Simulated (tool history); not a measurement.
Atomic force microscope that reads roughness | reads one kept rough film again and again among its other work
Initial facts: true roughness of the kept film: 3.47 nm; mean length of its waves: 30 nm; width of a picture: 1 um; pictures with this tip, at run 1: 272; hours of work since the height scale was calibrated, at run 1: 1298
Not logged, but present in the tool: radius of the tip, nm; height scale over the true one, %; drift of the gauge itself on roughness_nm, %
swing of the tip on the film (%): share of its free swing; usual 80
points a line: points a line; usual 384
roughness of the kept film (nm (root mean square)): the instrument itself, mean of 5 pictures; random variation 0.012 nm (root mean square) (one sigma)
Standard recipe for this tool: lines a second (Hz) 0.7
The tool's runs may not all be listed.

run	hour	lines a second (Hz)	swing of the tip on the film (%)	points a line	pictures with this tip	hours of work since the height scale was calibrated	roughness of the kept film (nm (root mean square))
1	0	0.7	80	384	272	1298	1.964
# hour 15.2: new tip fitted
2	63.2	0.7	80	384	99	1338	2.425
3	120	0.7	80	384	215	1374	2.119
# hour 161.9: new tip fitted
4	174.9	0.7	80	384	27	1409	2.69
5	233.4	0.7	80	384	147	1446	2.331
6	266.5	2.762	80	384	215	1467	1.814
# hour 306.4: new tip fitted
7	331.5	2.762	80	384	52	1508	2.167
8	361.2	0.7	80	440	113	1527	2.449
9	429.7	0.7	80	440	253	1571	2.066
# hour 450.4: new tip fitted
10	480.1	0.7	80	531	61	1603	2.621
11	547.8	0.546	80	384	200	1646	2.251
# hour 593.8: new tip fitted
12	593.8	0.7	80	384	0	1675	2.777
13	634.1	0.7	80	384	82	1701	2.54
14	683	0.7	75	384	183	1732	2.288
15	725	0.7	75	384	269	1759	2.105
# hour 738.6: new tip fitted
# hour 743.3: height scale calibrated on a step standard
16	787.9	0.7	75	367	99	28	2.466
17	843.2	0.7	75	367	213	64	2.195
18	876.7	0.7	75	367	282	85	2.061
# hour 886.4: new tip fitted
19	940	0.59	75	367	110	125	2.472
20	992.2	0.59	75	367	217	158	2.193
# hour 1031: new tip fitted
21	1033.3	0.59	75	367	4	184	2.808
22	1080.5	0.7	80	951	101	214	2.464
23	1126	0.7	80	384	195	243	2.174
24	1155.5	0.7	80	384	255	262	2.068
# hour 1176.8: new tip fitted
25	1214.1	0.7	79	384	77	299	2.512
26	1277.6	0.7	79	384	207	340	2.168
# hour 1321.5: new tip fitted
27	1341.6	0.7	69	361	42	380	2.721
28	1377.8	1.452	63	361	116	403	2.412
29	1425.7	0.692	63	605	214	434	2.249
# hour 1464: new tip fitted
30	1484.9	0.692	63	605	43	471	2.751
31	1551.2	3.386	67	478	179	514	2.014
32	1580.9	1.528	64	734	240	532	2.087

What will run 33 give?
# hour 1606.6: new tip fitted
33	1638.4	3.048	64	316	65	569	?

Run 33 came out at roughness of the kept film (nm (root mean square)) 2.396.
With no hidden state in the tool, this same run would have given roughness of the kept film (nm (root mean square)) 2.628.

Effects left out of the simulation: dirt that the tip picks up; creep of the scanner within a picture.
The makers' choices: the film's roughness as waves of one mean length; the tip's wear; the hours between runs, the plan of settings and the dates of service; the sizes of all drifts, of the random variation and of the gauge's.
